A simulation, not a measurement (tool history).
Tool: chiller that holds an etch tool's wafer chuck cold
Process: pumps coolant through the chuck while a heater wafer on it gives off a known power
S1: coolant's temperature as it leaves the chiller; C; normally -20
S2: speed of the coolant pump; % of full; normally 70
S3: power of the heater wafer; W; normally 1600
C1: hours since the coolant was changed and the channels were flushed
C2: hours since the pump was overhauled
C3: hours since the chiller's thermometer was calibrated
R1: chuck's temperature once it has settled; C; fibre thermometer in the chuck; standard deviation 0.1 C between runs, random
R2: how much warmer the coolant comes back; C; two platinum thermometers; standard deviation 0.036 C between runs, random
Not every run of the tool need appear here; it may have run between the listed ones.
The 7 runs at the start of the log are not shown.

{"run": 8, "hour": 779.3, "S1": -29, "S2": 70, "S3": 1600, "C1": 5027, "C2": 5173, "C3": 3939, "R1": -13.4, "R2": 6.8}
{"run": 9, "hour": 848.9, "S1": -29, "S2": 70, "S3": 1600, "C1": 5096, "C2": 5242, "C3": 4009, "R1": -13.3, "R2": 6.66}
{"run": 10, "hour": 912.2, "S1": -29, "S2": 70, "S3": 1600, "C1": 5160, "C2": 5306, "C3": 4072, "R1": -13.5, "R2": 6.71}
{"run": 11, "hour": 1006.2, "S1": -29, "S2": 70, "S3": 1600, "C1": 5254, "C2": 5400, "C3": 4166, "R1": -13.3, "R2": 6.78}
{"run": 12, "hour": 1141.0, "S1": -29, "S2": 70, "S3": 1600, "C1": 5388, "C2": 5535, "C3": 4301, "R1": -13.3, "R2": 6.84}
{"run": 13, "hour": 1279.6, "S1": -29, "S2": 70, "S3": 1600, "C1": 5527, "C2": 5673, "C3": 4440, "R1": -13.4, "R2": 6.79}
{"hour": 1293.0, "done": "chiller's thermometer calibrated"}
{"run": 14, "hour": 1413.9, "S1": -29, "S2": 70, "S3": 1600, "C1": 5660, "C2": 5807, "C3": 121, "R1": -12.9, "R2": 6.83}
{"run": 15, "hour": 1517.7, "S1": -22, "S2": 70, "S3": 1600, "C1": 5764, "C2": 5910, "C3": 225, "R1": -5.8, "R2": 6.77}
{"run": 16, "hour": 1583.0, "S1": -22, "S2": 70, "S3": 1600, "C1": 5829, "C2": 5976, "C3": 290, "R1": -5.8, "R2": 6.81}
{"run": 17, "hour": 1676.6, "S1": -22, "S2": 70, "S3": 1600, "C1": 5923, "C2": 6069, "C3": 384, "R1": -5.8, "R2": 6.82}
{"run": 18, "hour": 1744.2, "S1": -22, "S2": 70, "S3": 1418, "C1": 5991, "C2": 6137, "C3": 451, "R1": -7.5, "R2": 6.06}
{"run": 19, "hour": 1843.8, "S1": -22, "S2": 70, "S3": 1418, "C1": 6090, "C2": 6236, "C3": 551, "R1": -7.4, "R2": 6.04}
{"run": 20, "hour": 1970.5, "S1": -22, "S2": 70, "S3": 1418, "C1": 6217, "C2": 6363, "C3": 677, "R1": -7.2, "R2": 6.03}
{"run": 21, "hour": 2081.2, "S1": -22, "S2": 70, "S3": 1418, "C1": 6328, "C2": 6474, "C3": 788, "R1": -7.2, "R2": 6.05}
{"hour": 2091.8, "done": "chiller's thermometer calibrated, once more"}
{"run": 22, "hour": 2151.4, "S1": -22, "S2": 70, "S3": 988, "C1": 6397, "C2": 6543, "C3": 60, "R1": -12.4, "R2": 4.19}
{"run": 23, "hour": 2230.3, "S1": -22, "S2": 70, "S3": 988, "C1": 6476, "C2": 6622, "C3": 138, "R1": -12.1, "R2": 4.23}
{"hour": 2334.6, "done": "coolant changed, channels flushed"}
{"run": 24, "hour": 2358.9, "S1": -22, "S2": 65, "S3": 1998, "C1": 24, "C2": 6745, "C3": 261, "R1": -3.6, "R2": 9.26}
{"run": 25, "hour": 2472.9, "S1": -11, "S2": 81, "S3": 2156, "C1": 138, "C2": 6859, "C3": 375, "R1": 4.8, "R2": 7.79}
{"run": 26, "hour": 2610.4, "S1": -26, "S2": 69, "S3": 907, "C1": 276, "C2": 6996, "C3": 513, "R1": -18, "R2": 3.95}
{"run": 27, "hour": 2740.8, "S1": -23, "S2": 66, "S3": 1058, "C1": 406, "C2": 7126, "C3": 643, "R1": -13.3, "R2": 4.83}
{"run": 28, "hour": 2846.1, "S1": -23, "S2": 66, "S3": 1058, "C1": 511, "C2": 7232, "C3": 748, "R1": -13, "R2": 4.84}
{"run": 29, "hour": 2965.4, "S1": -16, "S2": 70, "S3": 1187, "C1": 631, "C2": 7351, "C3": 868, "R1": -5.4, "R2": 5.13}
{"run": 30, "hour": 3097.7, "S1": -24, "S2": 90, "S3": 2191, "C1": 763, "C2": 7483, "C3": 1000, "R1": -9.2, "R2": 7.09}
{"run": 31, "hour": 3182.8, "S1": -24, "S2": 90, "S3": 2191, "C1": 848, "C2": 7568, "C3": 1085, "R1": -9.1, "R2": 7.07}

4 ways to go on from here, each from the tool as it stands after run 31. What would each give?
{"run": "A", "hour": 3251.8, "S1": -20, "S2": 86, "S3": 1134, "C1": 917, "C2": 7637, "C3": 1154, "R1": "?", "R2": "?"}
{"run": "B", "hour": 3251.8, "S1": -20, "S2": 75, "S3": 1600, "C1": 917, "C2": 7637, "C3": 1154, "R1": "?", "R2": "?"}
{"run": "C", "hour": 3251.8, "S1": -28, "S2": 84, "S3": 859, "C1": 917, "C2": 7637, "C3": 1154, "R1": "?", "R2": "?"}
{"run": "D", "hour": 3251.8, "S1": -15, "S2": 66, "S3": 1600, "C1": 917, "C2": 7637, "C3": 1154, "R1": "?", "R2": "?"}

run=A R1=-11.8 R2=3.84
run=B R1=-6.7 R2=6.39
run=C R1=-21.7 R2=3
run=D R1=0 R2=7.36
Without the tool's hidden state the same runs would have given:
run=A R1=-12.5 R2=3.62
run=B R1=-7.8 R2=6.03
run=C R1=-22.3 R2=2.82
run=D R1=-1.2 R2=6.93
